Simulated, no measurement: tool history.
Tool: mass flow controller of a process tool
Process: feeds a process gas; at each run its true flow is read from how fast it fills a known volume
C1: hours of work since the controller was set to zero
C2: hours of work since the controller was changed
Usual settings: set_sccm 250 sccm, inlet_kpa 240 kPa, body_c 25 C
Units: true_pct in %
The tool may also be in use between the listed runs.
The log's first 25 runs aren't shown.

{"run": 26, "hour": 1422.6, "set_sccm": 250, "inlet_kpa": 204, "body_c": 27, "C1": 950, "C2": 950, "true_pct": 99.64}
{"run": 27, "hour": 1496.0, "set_sccm": 287, "inlet_kpa": 240, "body_c": 33, "C1": 977, "C2": 977, "true_pct": 99.04}
{"run": 28, "hour": 1549.8, "set_sccm": 337, "inlet_kpa": 240, "body_c": 23, "C1": 997, "C2": 997, "true_pct": 100.01}
{"run": 29, "hour": 1596.2, "set_sccm": 337, "inlet_kpa": 240, "body_c": 23, "C1": 1014, "C2": 1014, "true_pct": 100.06}
{"run": 30, "hour": 1632.0, "set_sccm": 133, "inlet_kpa": 240, "body_c": 34, "C1": 1027, "C2": 1027, "true_pct": 98.91}
{"run": 31, "hour": 1687.5, "set_sccm": 411, "inlet_kpa": 143, "body_c": 27, "C1": 1048, "C2": 1048, "true_pct": 99.9}
{"run": 32, "hour": 1735.0, "set_sccm": 250, "inlet_kpa": 239, "body_c": 25, "C1": 1065, "C2": 1065, "true_pct": 99.89}
{"run": 33, "hour": 1778.8, "set_sccm": 250, "inlet_kpa": 239, "body_c": 25, "C1": 1081, "C2": 1081, "true_pct": 99.9}
{"run": 34, "hour": 1853.1, "set_sccm": 386, "inlet_kpa": 199, "body_c": 25, "C1": 1109, "C2": 1109, "true_pct": 99.97}
{"run": 35, "hour": 1898.8, "set_sccm": 237, "inlet_kpa": 199, "body_c": 30, "C1": 1126, "C2": 1126, "true_pct": 99.39}
{"run": 36, "hour": 1941.8, "set_sccm": 237, "inlet_kpa": 199, "body_c": 30, "C1": 1141, "C2": 1141, "true_pct": 99.44}
{"run": 37, "hour": 2006.4, "set_sccm": 237, "inlet_kpa": 199, "body_c": 30, "C1": 1165, "C2": 1165, "true_pct": 99.44}
{"run": 38, "hour": 2080.0, "set_sccm": 237, "inlet_kpa": 199, "body_c": 30, "C1": 1192, "C2": 1192, "true_pct": 99.43}
{"run": 39, "hour": 2129.7, "set_sccm": 237, "inlet_kpa": 199, "body_c": 30, "C1": 1211, "C2": 1211, "true_pct": 99.29}
{"run": 40, "hour": 2194.3, "set_sccm": 237, "inlet_kpa": 199, "body_c": 30, "C1": 1235, "C2": 1235, "true_pct": 99.35}
{"run": 41, "hour": 2237.2, "set_sccm": 250, "inlet_kpa": 245, "body_c": 29, "C1": 1250, "C2": 1250, "true_pct": 99.51}
{"run": 42, "hour": 2311.3, "set_sccm": 250, "inlet_kpa": 240, "body_c": 21, "C1": 1278, "C2": 1278, "true_pct": 100.35}
{"run": 43, "hour": 2348.3, "set_sccm": 250, "inlet_kpa": 240, "body_c": 21, "C1": 1291, "C2": 1291, "true_pct": 100.35}
{"run": 44, "hour": 2409.9, "set_sccm": 250, "inlet_kpa": 161, "body_c": 23, "C1": 1314, "C2": 1314, "true_pct": 100.12}
{"run": 45, "hour": 2464.6, "set_sccm": 250, "inlet_kpa": 161, "body_c": 23, "C1": 1334, "C2": 1334, "true_pct": 100.27}
{"run": 46, "hour": 2527.8, "set_sccm": 466, "inlet_kpa": 202, "body_c": 25, "C1": 1358, "C2": 1358, "true_pct": 100.15}
{"run": 47, "hour": 2584.4, "set_sccm": 466, "inlet_kpa": 279, "body_c": 25, "C1": 1379, "C2": 1379, "true_pct": 99.94}
{"run": 48, "hour": 2662.4, "set_sccm": 466, "inlet_kpa": 279, "body_c": 25, "C1": 1407, "C2": 1407, "true_pct": 99.98}

4 ways to go on from here, each from the tool as it stands after run 48. What would each give?
{"run": "A", "hour": 2739.2, "set_sccm": 179, "inlet_kpa": 189, "body_c": 27, "C1": 1436, "C2": 1436, "true_pct": "?"}
{"run": "B", "hour": 2739.2, "set_sccm": 196, "inlet_kpa": 279, "body_c": 31, "C1": 1436, "C2": 1436, "true_pct": "?"}
{"run": "C", "hour": 2739.2, "set_sccm": 189, "inlet_kpa": 279, "body_c": 25, "C1": 1436, "C2": 1436, "true_pct": "?"}
{"run": "D", "hour": 2739.2, "set_sccm": 133, "inlet_kpa": 240, "body_c": 40, "C1": 1436, "C2": 1436, "true_pct": "?"}

run=A true_pct=99.76
run=B true_pct=99.23
run=C true_pct=100.02
run=D true_pct=98.47
Without the tool's hidden state the same runs would have given:
run=A true_pct=99.19
run=B true_pct=98.73
run=C true_pct=99.50
run=D true_pct=97.67
